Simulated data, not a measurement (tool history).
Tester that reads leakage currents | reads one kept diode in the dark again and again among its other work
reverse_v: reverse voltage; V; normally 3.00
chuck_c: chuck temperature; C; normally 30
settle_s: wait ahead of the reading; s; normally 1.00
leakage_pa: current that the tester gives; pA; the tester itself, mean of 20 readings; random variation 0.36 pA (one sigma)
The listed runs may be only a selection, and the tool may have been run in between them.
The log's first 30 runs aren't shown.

run,hour,reverse_v,chuck_c,settle_s,leakage_pa
31,1576.4,1.57,30,0.70,90.34
32,1613.7,4.53,30,0.70,126.00
33,1659.1,1.53,53,0.53,569.72
34,1716.9,1.53,53,0.53,571.33
35,1776.2,1.53,37,0.53,161.82
36,1806.5,10.59,35,1.00,249.21
37,1858.9,5.18,34,4.67,181.48
38,1908.5,2.48,56,0.82,820.04
39,1976.5,4.79,30,1.00,126.37

Alternative continuations, all from the tool just after run 39; predict every row:
A,2039.3,2.12,51,0.68,?
B,2039.3,1.26,42,3.70,?
C,2039.3,19.29,23,1.00,?
D,2039.3,9.08,38,1.00,?
E,2039.3,11.59,30,1.00,?

run,leakage_pa
A,535.56
B,225.28
C,109.02
D,301.30
E,167.26
Stripped of hidden state, with their random variation kept, the same runs would have yielded:
run,leakage_pa
A,575.60
B,243.05
C,114.19
D,323.88
E,178.92
